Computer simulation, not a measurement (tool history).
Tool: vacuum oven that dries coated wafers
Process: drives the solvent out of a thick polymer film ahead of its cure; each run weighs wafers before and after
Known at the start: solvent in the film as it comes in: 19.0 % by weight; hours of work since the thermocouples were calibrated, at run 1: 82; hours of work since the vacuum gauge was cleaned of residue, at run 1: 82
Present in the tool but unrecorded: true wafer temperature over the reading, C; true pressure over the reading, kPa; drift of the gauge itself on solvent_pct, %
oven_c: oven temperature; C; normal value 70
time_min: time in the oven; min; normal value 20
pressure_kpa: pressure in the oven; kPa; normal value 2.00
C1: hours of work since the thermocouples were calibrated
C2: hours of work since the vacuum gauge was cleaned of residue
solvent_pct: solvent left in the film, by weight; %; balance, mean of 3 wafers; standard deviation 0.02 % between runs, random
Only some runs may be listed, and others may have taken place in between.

run 1 hour=0.0 | oven_c=70 time_min=20 pressure_kpa=2.00 | C1=82 C2=82 | solvent_pct=1.97
run 2 hour=47.2 | oven_c=70 time_min=20 pressure_kpa=2.00 | C1=107 C2=107 | solvent_pct=1.99
run 3 hour=116.3 | oven_c=70 time_min=20 pressure_kpa=2.00 | C1=144 C2=144 | solvent_pct=1.98
run 4 hour=169.8 | oven_c=70 time_min=20 pressure_kpa=2.00 | C1=172 C2=172 | solvent_pct=1.98
run 5 hour=252.2 | oven_c=70 time_min=20 pressure_kpa=2.00 | C1=215 C2=215 | solvent_pct=1.99
run 6 hour=326.4 | oven_c=70 time_min=20 pressure_kpa=2.00 | C1=254 C2=254 | solvent_pct=1.97
run 7 hour=430.3 | oven_c=70 time_min=20 pressure_kpa=2.00 | C1=309 C2=309 | solvent_pct=1.98
run 8 hour=519.9 | oven_c=70 time_min=20 pressure_kpa=2.00 | C1=356 C2=356 | solvent_pct=2.00
run 9 hour=617.7 | oven_c=70 time_min=20 pressure_kpa=2.00 | C1=408 C2=408 | solvent_pct=2.02
run 10 hour=728.4 | oven_c=70 time_min=20 pressure_kpa=2.00 | C1=466 C2=466 | solvent_pct=2.00
run 11 hour=776.5 | oven_c=70 time_min=20 pressure_kpa=2.00 | C1=492 C2=492 | solvent_pct=2.03
run 12 hour=886.2 | oven_c=70 time_min=20 pressure_kpa=2.06 | C1=549 C2=549 | solvent_pct=2.01
run 13 hour=997.0 | oven_c=70 time_min=20 pressure_kpa=2.06 | C1=608 C2=608 | solvent_pct=2.06
run 14 hour=1090.2 | oven_c=75 time_min=12 pressure_kpa=7.00 | C1=657 C2=657 | solvent_pct=4.61
run 15 hour=1199.6 | oven_c=75 time_min=12 pressure_kpa=7.00 | C1=715 C2=715 | solvent_pct=4.65
-- hour=1273.0 oven's thermocouples calibrated
run 16 hour=1313.9 | oven_c=75 time_min=12 pressure_kpa=7.00 | C1=22 C2=774 | solvent_pct=4.58
run 17 hour=1377.7 | oven_c=75 time_min=12 pressure_kpa=7.00 | C1=55 C2=807 | solvent_pct=4.60
run 18 hour=1431.7 | oven_c=70 time_min=15 pressure_kpa=1.48 | C1=84 C2=836 | solvent_pct=2.31
run 19 hour=1521.7 | oven_c=66 time_min=21 pressure_kpa=4.94 | C1=131 C2=883 | solvent_pct=5.00
-- hour=1558.3 oven's thermocouples calibrated, once more
run 20 hour=1578.3 | oven_c=66 time_min=21 pressure_kpa=4.94 | C1=11 C2=912 | solvent_pct=5.18
run 21 hour=1691.2 | oven_c=66 time_min=21 pressure_kpa=4.94 | C1=70 C2=971 | solvent_pct=5.11
run 22 hour=1766.9 | oven_c=66 time_min=21 pressure_kpa=4.94 | C1=110 C2=1011 | solvent_pct=5.09
run 23 hour=1814.1 | oven_c=70 time_min=31 pressure_kpa=2.00 | C1=135 C2=1036 | solvent_pct=1.73
run 24 hour=1906.0 | oven_c=70 time_min=15 pressure_kpa=2.00 | C1=183 C2=1085 | solvent_pct=2.85
run 25 hour=2001.6 | oven_c=59 time_min=25 pressure_kpa=7.82 | C1=234 C2=1135 | solvent_pct=10.24
run 26 hour=2060.0 | oven_c=71 time_min=20 pressure_kpa=2.00 | C1=264 C2=1166 | solvent_pct=1.97

Selected run-to-run steps in solvent_pct, each split into two signed amounts: the part the tool would show with no hidden state at all (from settings, incoming material and random variation), and the remainder, which goes to the hidden state together with any gauge scatter not common to the measured and the hidden-state-free results:
Run 13 -> 14: oven_c 70 -> 75, time_min 20 -> 12, pressure_kpa 2.06 -> 7.00. solvent_pct +2.55 %: hidden state -0.07, all else +2.62.
Run 19 -> 20: oven's thermocouples calibrated, once more. solvent_pct +0.18 %: hidden state +0.17, all else +0.01.
Run 24 -> 25: oven_c 70 -> 59, time_min 15 -> 25, pressure_kpa 2.00 -> 7.82. solvent_pct +7.39 %: hidden state +0.07, all else +7.32.
Run 25 -> 26: oven_c 59 -> 71, time_min 25 -> 20, pressure_kpa 7.82 -> 2.00. solvent_pct -8.27 %: hidden state -0.04, all else -8.23.
